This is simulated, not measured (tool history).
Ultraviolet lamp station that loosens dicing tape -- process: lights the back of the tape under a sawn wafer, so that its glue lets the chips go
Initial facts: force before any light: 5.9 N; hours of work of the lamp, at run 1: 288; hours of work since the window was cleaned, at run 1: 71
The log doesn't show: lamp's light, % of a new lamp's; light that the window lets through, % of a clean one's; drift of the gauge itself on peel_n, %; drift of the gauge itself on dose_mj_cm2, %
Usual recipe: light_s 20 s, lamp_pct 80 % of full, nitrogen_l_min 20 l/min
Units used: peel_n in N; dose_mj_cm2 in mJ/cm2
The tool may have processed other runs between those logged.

run,hour,light_s,lamp_pct,nitrogen_l_min,hours of work of the lamp,hours of work since the window was cleaned,peel_n,dose_mj_cm2
1,0.0,20,80,20,288,71,0.500,348
2,5.7,20,80,20,293,75,0.510,342
3,12.6,20,80,20,298,81,0.514,347
4,18.1,20,80,20,303,85,0.498,350
5,25.3,20,80,20,308,91,0.503,348
6,31.4,20,80,6,313,96,1.198,346
7,36.6,20,80,6,317,100,1.161,345
8,45.0,20,80,20,324,106,0.506,344
9,51.4,20,80,20,329,111,0.512,347
10,58.0,20,80,20,335,117,0.489,344
11,66.4,20,80,20,341,123,0.496,342
12,74.2,20,80,20,347,130,0.498,350
13,79.9,20,80,20,352,134,0.505,345
14,85.5,20,80,20,356,139,0.508,347
15,91.7,20,80,20,361,144,0.480,352
16,97.4,20,80,20,366,148,0.505,345
17,102.3,20,80,20,370,152,0.510,347
18,108.9,20,80,20,375,157,0.503,348
19,117.6,20,80,20,382,164,0.502,342
20,122.3,20,80,20,386,168,0.489,350
21,129.8,20,80,20,392,174,0.497,347
22,136.7,20,80,20,397,179,0.513,345
23,144.7,37,80,9,404,186,0.312,637
24,149.5,37,80,9,407,190,0.314,642
25,156.1,25,80,9,413,195,0.627,435
26,165.3,25,80,9,420,202,0.615,434
27,169.2,26,80,35,423,205,0.240,449
28,174.3,23,73,16,427,209,0.533,358
29,178.3,23,73,19,430,212,0.481,365
30,185.2,23,73,19,436,218,0.483,359
31,191.5,23,73,19,441,223,0.470,364
32,200.3,23,73,19,448,230,0.488,357
33,205.8,35,93,36,452,234,0.193,702
34,212.5,35,93,36,457,240,0.207,703
35,216.9,35,93,36,461,243,0.201,705
36,226.3,14,80,29,468,251,0.751,240
37,235.2,14,80,29,476,258,0.748,243
38,241.2,19,75,12,480,263,0.867,305
39,249.3,19,75,12,487,269,0.888,305

Predict the results of run 40:
40,253.2,13,66,20,490,272,?,?

Run 40 came out at peel_n 1.396 N, dose_mj_cm2 188 mJ/cm2.
Were there no unlogged condition in the tool, this run, its random variation unchanged, would have produced peel_n 1.393 N, dose_mj_cm2 188 mJ/cm2.
